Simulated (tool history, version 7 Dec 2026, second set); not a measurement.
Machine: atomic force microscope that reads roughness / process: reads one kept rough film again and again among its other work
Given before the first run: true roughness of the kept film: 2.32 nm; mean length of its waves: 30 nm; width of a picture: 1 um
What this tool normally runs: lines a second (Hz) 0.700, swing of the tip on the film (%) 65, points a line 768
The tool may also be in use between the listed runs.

run	day	lines a second (Hz)	swing of the tip on the film (%)	points a line	roughness of the kept film (nm (root mean square))
1	0.000	0.700	65	768	2.032
2	0.546	0.633	65	768	2.015
3	1.250	0.633	65	768	1.978
4	1.754	0.633	57	768	1.964
5	2.367	0.700	65	313	1.903
6	2.792	0.700	65	313	1.882
# day 2.958: new tip fitted
7	3.112	0.700	65	313	2.154
8	3.742	0.700	65	768	2.152
9	4.083	0.700	65	768	2.104
10	4.688	0.700	65	768	2.065
11	5.275	2.246	65	768	1.985
12	5.954	0.700	65	768	1.991
13	6.396	0.700	65	768	1.990
14	6.762	0.700	65	768	1.974
15	7.104	0.700	65	768	1.951
16	7.646	1.627	65	768	1.902
17	8.233	1.886	66	509	1.867
# day 8.504: new tip fitted
18	8.658	0.700	65	762	2.153
# day 8.746: height scale calibrated on a step standard
19	9.383	1.387	78	768	2.048
20	9.712	1.387	78	258	1.973
21	10.300	0.700	81	768	2.035
22	10.588	0.700	81	768	2.030
23	11.096	2.840	83	498	1.768
24	11.475	2.840	83	498	1.754
# day 11.679: height scale calibrated on a step standard, once more
25	11.838	1.358	65	768	1.970
26	12.404	2.967	64	328	1.863
27	13.112	0.643	77	846	1.911
28	13.638	0.643	77	846	1.888
# day 14.142: new tip fitted
29	14.325	2.269	67	846	2.083

Predict each of these 5 candidate next runs independently; none follows another, all start after run 29:
A	14.771	1.728	88	403	?
B	14.771	0.700	65	319	?
C	14.771	1.588	85	846	?
D	14.771	0.700	65	258	?
E	14.771	0.631	69	747	?

run	roughness of the kept film (nm (root mean square))
A	1.915
B	2.126
C	1.961
D	2.103
E	2.128
Take away the tool's hidden state, keep each run's random variation, and the runs would have read:
run	roughness of the kept film (nm (root mean square))
A	1.947
B	2.161
C	1.994
D	2.138
E	2.164

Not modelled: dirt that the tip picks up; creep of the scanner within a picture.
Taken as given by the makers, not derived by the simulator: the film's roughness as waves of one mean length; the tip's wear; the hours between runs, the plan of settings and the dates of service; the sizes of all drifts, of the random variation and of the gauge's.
